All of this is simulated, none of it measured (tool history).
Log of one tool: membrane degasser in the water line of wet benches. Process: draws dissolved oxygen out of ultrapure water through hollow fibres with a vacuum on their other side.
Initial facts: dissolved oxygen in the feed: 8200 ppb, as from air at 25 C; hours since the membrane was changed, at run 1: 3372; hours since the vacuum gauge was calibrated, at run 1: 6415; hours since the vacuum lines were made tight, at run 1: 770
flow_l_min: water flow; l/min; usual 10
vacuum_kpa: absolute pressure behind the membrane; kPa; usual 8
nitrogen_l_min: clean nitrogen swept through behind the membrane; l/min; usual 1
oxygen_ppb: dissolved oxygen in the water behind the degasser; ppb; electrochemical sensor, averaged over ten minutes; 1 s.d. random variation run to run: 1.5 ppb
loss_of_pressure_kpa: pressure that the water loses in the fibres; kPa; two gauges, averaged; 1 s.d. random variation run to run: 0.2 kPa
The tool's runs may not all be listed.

run,hour,flow_l_min,vacuum_kpa,nitrogen_l_min,hours since the membrane was changed,hours since the vacuum gauge was calibrated,hours since the vacuum lines were made tight,oxygen_ppb,loss_of_pressure_kpa
1,0,10,8,1,3372,6415,770,150.1,41.49
2,71,10,14.24,1,3443,6486,841,286.7,41.95
3,161.4,10,14.24,1,3533,6576,932,290.5,41.61
4,228.1,10,15.52,1,3600,6643,998,325.4,41.92
5,312.4,10,15.52,1,3684,6727,1083,323,41.64
6,368.5,10,15.52,1,3740,6784,1139,315.6,41.67
7,461.6,10,7.4,1,3833,6877,1232,136.8,42.1
8,536.8,10,8,2.12,3909,6952,1307,94.4,41.66
9,587.9,10,8,2.12,3960,7003,1358,92.5,42.33
10,660.1,10,8,1,4032,7075,1430,150.9,42.02
11,715.7,10,8,1,4087,7131,1486,149.1,41.98
12,782.3,10,8.35,1,4154,7197,1553,159.8,42.1
13,863.2,7,8,1,4235,7278,1633,87.1,29.31
14,914,7,8,1,4286,7329,1684,87.3,29.27
15,990.7,7,8,1,4362,7406,1761,86.9,29.75
16,1041,7,8,1,4413,7456,1811,87.4,29.42
17,1111.3,11,13.17,2.4,4483,7526,1882,166.9,46.08
18,1184.9,6,11.45,2.4,4557,7600,1955,54,24.94
19,1252,6,8.63,0.49,4624,7667,2022,155.9,25.06
20,1316.3,6,5.12,0.49,4688,7731,2087,57.9,25.07
21,1379,13,18.04,2.16,4751,7794,2149,318.1,54.74
22,1440.4,13,18.04,2.16,4812,7855,2211,319,54.48
23,1518.3,13,18.04,2.16,4890,7933,2289,316.4,54.48
24,1592.4,13,18.04,2.16,4964,8007,2363,313.8,54.65
25,1686.9,9,5.13,1,5059,8102,2457,64.9,37.49
26,1765,10,5.32,0.45,5137,8180,2535,142.8,42.42
# hour 1853.5: vacuum gauge calibrated
27,1873.3,8,10.85,0.52,5245,20,2643,275.6,33.44
28,1934.6,15,10.85,0.52,5306,81,2704,608,62.72
29,2000.6,15,10.85,0.52,5372,147,2770,601.2,62.84
30,2090.3,15,10.85,1.59,5462,237,2860,343.2,62.84
31,2190.2,8,10.85,1.59,5561,337,2960,105.5,33.62

Describe how what the log doesn't record of the tool's condition differs between the last listed run preceding each entry between runs and the first listed run following it.
After run 26, before run 27: vacuum gauge calibrated (hour 1853.5)
  true pressure behind the membrane over the reading, kPa: 0.01 -> 0; air that leaks in behind the membrane, l/min: 0.0022 -> 0.0023
